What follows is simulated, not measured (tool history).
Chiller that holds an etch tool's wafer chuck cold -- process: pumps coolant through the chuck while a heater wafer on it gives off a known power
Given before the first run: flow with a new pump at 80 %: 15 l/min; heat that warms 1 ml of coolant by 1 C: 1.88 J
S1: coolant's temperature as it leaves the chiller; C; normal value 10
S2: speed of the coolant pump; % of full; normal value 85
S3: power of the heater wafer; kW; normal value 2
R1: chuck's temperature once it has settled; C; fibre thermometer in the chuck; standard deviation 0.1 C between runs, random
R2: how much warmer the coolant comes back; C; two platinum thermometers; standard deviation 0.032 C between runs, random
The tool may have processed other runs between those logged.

run     day  S1  S2     S3    R1    R2
  1       0  10  85      2  24.5  3.95
  2   1.421  10  85      2  24.4  4.01
  3    2.45  10  85      2  24.2  3.97
  4   3.383  10  85      2  24.7  3.92
  5   4.088  10  85      2  24.4  3.94
  6   5.725  10  85      2  24.5  3.97
  7   7.333  10  85      2  24.5  3.86
  8    8.05  10  85      2  24.4   3.9
  9     9.5  10  85      2  24.6  3.88
 10  10.829  10  85      2  24.5  3.84
 11  12.275  10  85      2  24.5  3.87
 12  13.142  10  85      2  24.5  3.82
 13  14.612  10  85      2  24.7   3.8
 14   15.95  10  85      2  24.5  3.79
 15  16.625  10  84      2  24.6  3.84
 16  17.892  10  84      2  24.4  3.86
 17  19.421  15  85  1.271  24.2  2.25
 18  20.958  10  85  2.869    31  5.45
 19  22.421  10  98  1.052  17.4   1.5
 20  23.225  10  63  1.747  25.3  4.52
 21  23.942  10  63  1.747  25.2  4.55
 22    25.3  10  63  1.747  25.2  4.53
 23  26.058   4  97  2.125  18.4  3.38
 24  27.421   8  63  1.907  24.7  4.88
 25  28.442   8  63  1.907  24.6  5.05
 26  29.542   8  63  1.907  24.7   4.9
 27  30.354  11  62  1.435  23.8  3.71
 28  31.875  11  74  1.511  22.9  3.16
 29  32.958  10  85  1.727  22.7  3.06
 30  34.146  10  85  1.727  22.5  3.03
 31  35.654  10  85  1.727  22.5  3.03

Each row is a separate what-if for the run after 31, all from the same tool condition, not one after another. Results?
  A  36.725   2  85      2   ?   ?
  B  36.725   6  85  1.172   ?   ?
  C  36.725  10  85  2.304   ?   ?
  D  36.725   3  98  1.952   ?   ?
  E  36.725  10  77  1.623   ?   ?

run    R1    R2
  A  16.7  3.53
  B  14.5  1.96
  C  26.6  4.11
  D  15.9  2.94
  E  22.5  3.16
Without the tool's hidden state the same runs would have given:
run    R1    R2
  A  16.7  3.97
  B  14.5   2.4
  C  26.6  4.55
  D  15.9  3.38
  E  22.5  3.61
